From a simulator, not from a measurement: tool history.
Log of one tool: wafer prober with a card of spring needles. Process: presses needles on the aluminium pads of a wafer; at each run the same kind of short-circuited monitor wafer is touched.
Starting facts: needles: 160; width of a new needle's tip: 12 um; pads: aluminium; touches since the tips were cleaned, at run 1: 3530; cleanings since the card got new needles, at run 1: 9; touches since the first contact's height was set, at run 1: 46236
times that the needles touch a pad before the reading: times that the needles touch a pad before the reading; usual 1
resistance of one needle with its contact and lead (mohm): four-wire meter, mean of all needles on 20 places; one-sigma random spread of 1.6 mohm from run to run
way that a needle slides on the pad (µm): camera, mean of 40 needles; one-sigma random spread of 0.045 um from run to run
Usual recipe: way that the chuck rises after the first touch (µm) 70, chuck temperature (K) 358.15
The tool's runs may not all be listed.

run,hour,way that the chuck rises after the first touch (µm),chuck temperature (K),times that the needles touch a pad before the reading,touches since the tips were cleaned,cleanings since the card got new needles,touches since the first contact's height was set,resistance of one needle with its contact and lead (mohm),way that a needle slides on the pad (µm)
1,0.0,70,358.15,1,3530,9,46236,153,17.30
# hour 2.3: tips cleaned on abrasive film
# hour 11.3: tips cleaned on abrasive film
# hour 22.6: tips cleaned on abrasive film
# hour 33.8: tips cleaned on abrasive film
2,41.3,70,358.15,1,3291,13,64141,155,17.30
# hour 43.7: tips cleaned on abrasive film
# hour 54.9: tips cleaned on abrasive film
# hour 66.1: tips cleaned on abrasive film
3,74.5,70,321.15,1,3675,16,78535,147,17.35
# hour 76.9: tips cleaned on abrasive film
# hour 86.1: height of the first contact set anew
# hour 88.4: tips cleaned on abrasive film
# hour 99.6: tips cleaned on abrasive film
4,103.2,70,321.15,2,1545,19,7390,149,17.28
# hour 109.9: tips cleaned on abrasive film
# hour 118.9: tips cleaned on abrasive film
# hour 130.2: tips cleaned on abrasive film
5,138.6,70,358.15,1,3668,22,22750,154,17.29
# hour 140.9: tips cleaned on abrasive film
# hour 152.1: tips cleaned on abrasive film
# hour 162.2: tips cleaned on abrasive film
6,162.2,70,358.15,1,0,25,32939,152,17.31
# hour 173.4: tips cleaned on abrasive film
# hour 184.6: tips cleaned on abrasive film
# hour 195.9: tips cleaned on abrasive film
# hour 206.2: tips cleaned on abrasive film
7,206.2,70,358.15,1,0,29,52044,154,17.30
# hour 217.5: tips cleaned on abrasive film
# hour 226.5: tips cleaned on abrasive film
8,234.9,70,358.15,1,3694,31,64506,155,17.31
# hour 237.2: tips cleaned on abrasive film
# hour 248.5: tips cleaned on abrasive film
# hour 259.7: tips cleaned on abrasive film
# hour 268.7: tips cleaned on abrasive film
# hour 280.0: tips cleaned on abrasive film
# hour 280.3: height of the first contact set anew
# hour 290.1: tips cleaned on abrasive film
9,290.1,70,358.15,1,0,37,4285,152,17.35
# hour 299.2: tips cleaned on abrasive film
# hour 310.4: tips cleaned on abrasive film
10,316.0,70,358.15,1,2432,39,15486,156,17.33
# hour 320.5: tips cleaned on abrasive film
# hour 331.7: tips cleaned on abrasive film
# hour 343.0: tips cleaned on abrasive film
# hour 354.2: tips cleaned on abrasive film
# hour 364.0: tips cleaned on abrasive film
11,364.0,70,358.15,1,0,44,36291,153,17.27
# hour 375.2: tips cleaned on abrasive film
# hour 386.5: tips cleaned on abrasive film
# hour 397.7: tips cleaned on abrasive film
12,400.9,70,358.15,1,1404,47,52308,154,17.33
# hour 407.7: tips cleaned on abrasive film
# hour 418.9: tips cleaned on abrasive film
# hour 430.2: tips cleaned on abrasive film
# hour 441.4: tips cleaned on abrasive film
13,443.4,70,358.15,1,886,51,70732,156,17.36
# hour 452.4: tips cleaned on abrasive film
# hour 461.4: tips cleaned on abrasive film
# hour 472.7: tips cleaned on abrasive film
# hour 473.0: height of the first contact set anew
# hour 484.2: tips cleaned on abrasive film
# hour 493.2: tips cleaned on abrasive film
14,496.8,77,358.15,3,1584,56,10353,154,19.02
# hour 503.6: tips cleaned on abrasive film
# hour 514.9: tips cleaned on abrasive film
# hour 526.1: tips cleaned on abrasive film
# hour 537.3: tips cleaned on abrasive film
15,541.4,70,358.15,2,1785,60,29674,154,17.33
# hour 548.2: tips cleaned on abrasive film
# hour 559.4: tips cleaned on abrasive film
# hour 570.7: tips cleaned on abrasive film
# hour 579.9: tips cleaned on abrasive film
16,579.9,70,312.15,2,0,64,46341,143,17.29
# hour 591.1: tips cleaned on abrasive film
# hour 602.4: tips cleaned on abrasive film
# hour 611.4: tips cleaned on abrasive film
# hour 622.6: tips cleaned on abrasive film
# hour 633.8: tips cleaned on abrasive film
17,634.1,70,312.15,2,129,69,69849,147,17.34
# hour 643.1: tips cleaned on abrasive film
# hour 654.4: tips cleaned on abrasive film
18,661.1,70,312.15,2,2939,71,81554,148,17.20
# hour 663.4: tips cleaned on abrasive film
# hour 666.0: height of the first contact set anew
# hour 672.7: tips cleaned on abrasive film
# hour 684.0: tips cleaned on abrasive film
# hour 693.0: tips cleaned on abrasive film
# hour 704.2: tips cleaned on abrasive film
19,710.4,53,393.15,2,2692,76,19254,158,13.10
# hour 714.9: tips cleaned on abrasive film
# hour 723.9: tips cleaned on abrasive film
# hour 735.2: tips cleaned on abrasive film
# hour 746.4: tips cleaned on abrasive film
20,752.6,53,393.15,2,2689,80,37531,162,13.05
# hour 757.1: tips cleaned on abrasive film
# hour 768.3: tips cleaned on abrasive film
# hour 779.6: tips cleaned on abrasive film
# hour 788.6: tips cleaned on abrasive film
# hour 799.8: tips cleaned on abrasive film
21,807.3,53,327.15,2,3261,85,61252,150,13.08
# hour 809.6: tips cleaned on abrasive film
# hour 820.8: tips cleaned on abrasive film
# hour 832.1: tips cleaned on abrasive film
# hour 841.1: tips cleaned on abrasive film
22,844.9,61,333.15,2,1681,89,77546,149,15.17
# hour 851.7: tips cleaned on abrasive film
# hour 858.7: height of the first contact set anew
# hour 863.2: tips cleaned on abrasive film
# hour 872.2: tips cleaned on abrasive film
# hour 883.5: tips cleaned on abrasive film
23,890.0,61,333.15,2,2839,93,13556,149,14.99
# hour 894.5: tips cleaned on abrasive film
# hour 903.5: tips cleaned on abrasive film
# hour 914.8: tips cleaned on abrasive film
# hour 926.0: tips cleaned on abrasive film
# hour 935.5: tips cleaned on abrasive film
24,935.5,61,333.15,1,0,98,33257,152,15.07
# hour 946.7: tips cleaned on abrasive film
# hour 958.0: tips cleaned on abrasive film
# hour 969.2: tips cleaned on abrasive film
# hour 980.4: tips cleaned on abrasive film
25,984.3,76,333.15,1,1699,102,54442,151,18.80

5 ways to go on from here, each from the tool as it stands after run 25. What would each give?
# hour 991.1: tips cleaned on abrasive film
# hour 1002.3: tips cleaned on abrasive film
# hour 1011.9: tips cleaned on abrasive film
A,1011.9,66,333.15,3,0,105,66369,?,?
# hour 991.1: tips cleaned on abrasive film
# hour 1002.3: tips cleaned on abrasive film
# hour 1011.9: tips cleaned on abrasive film
B,1011.9,84,347.15,3,0,105,66369,?,?
# hour 991.1: tips cleaned on abrasive film
# hour 1002.3: tips cleaned on abrasive film
# hour 1011.9: tips cleaned on abrasive film
C,1011.9,57,358.15,1,0,105,66369,?,?
# hour 991.1: tips cleaned on abrasive film
# hour 1002.3: tips cleaned on abrasive film
# hour 1011.9: tips cleaned on abrasive film
D,1011.9,51,299.15,2,0,105,66369,?,?
# hour 991.1: tips cleaned on abrasive film
# hour 1002.3: tips cleaned on abrasive film
# hour 1011.9: tips cleaned on abrasive film
E,1011.9,60,333.15,1,0,105,66369,?,?

run,resistance of one needle with its contact and lead (mohm),way that a needle slides on the pad (µm)
A,151,16.30
B,150,20.76
C,155,14.16
D,145,12.55
E,148,14.83
Had the tool no hidden state, the same runs would have come out as:
run,resistance of one needle with its contact and lead (mohm),way that a needle slides on the pad (µm)
A,151,16.31
B,150,20.77
C,155,14.16
D,145,12.56
E,148,14.83
